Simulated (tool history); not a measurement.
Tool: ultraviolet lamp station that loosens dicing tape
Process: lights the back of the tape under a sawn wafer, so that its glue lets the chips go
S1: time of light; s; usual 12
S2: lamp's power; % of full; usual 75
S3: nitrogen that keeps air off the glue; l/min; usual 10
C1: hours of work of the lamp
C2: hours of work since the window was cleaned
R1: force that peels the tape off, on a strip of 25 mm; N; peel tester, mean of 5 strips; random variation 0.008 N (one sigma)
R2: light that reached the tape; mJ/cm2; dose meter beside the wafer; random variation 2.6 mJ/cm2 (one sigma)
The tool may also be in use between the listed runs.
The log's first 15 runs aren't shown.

| run | hour | S1 | S2 | S3 | C1 | C2 | R1 | R2 |
|---|---|---|---|---|---|---|---|---|
|  | 232.5 | window cleaned of glue's vapour, once more |
| 16 | 249.2 | 22 | 75 | 10 | 172 | 9 | 0.099 | 567 |
| 17 | 268.1 | 22 | 75 | 10 | 182 | 19 | 0.111 | 564 |
| 18 | 281.6 | 7 | 81 | 9 | 189 | 26 | 0.814 | 194 |
| 19 | 299.5 | 12 | 75 | 10 | 199 | 35 | 0.364 | 304 |
| 20 | 312.5 | 20 | 63 | 10 | 206 | 42 | 0.181 | 422 |
| 21 | 321.8 | 18 | 63 | 17 | 210 | 47 | 0.177 | 380 |
| 22 | 331.8 | 10 | 81 | 9 | 216 | 52 | 0.467 | 270 |
| 23 | 352.3 | 23 | 63 | 9 | 227 | 63 | 0.142 | 476 |
| 24 | 372.2 | 23 | 63 | 9 | 237 | 73 | 0.149 | 477 |
| 25 | 387 | 12 | 63 | 9 | 245 | 81 | 0.532 | 247 |
| 26 | 406 | 12 | 63 | 9 | 255 | 91 | 0.545 | 243 |
| 27 | 426.4 | 12 | 63 | 9 | 265 | 102 | 0.549 | 246 |
| 28 | 446.7 | 12 | 63 | 9 | 276 | 113 | 0.535 | 241 |
| 29 | 461.4 | 20 | 82 | 7 | 284 | 120 | 0.14 | 520 |
| 30 | 472.5 | 9 | 98 | 13 | 290 | 126 | 0.387 | 281 |

Run 31 comes next. What will it give?
| 31 | 494.3 | 22 | 75 | 18 | 301 | 138 | ? | ? |

{"run 31": {"R1": 0.108, "R2": 521}}
Without the tool's hidden state the same run would have given R1 0.092 N, R2 597 mJ/cm2.
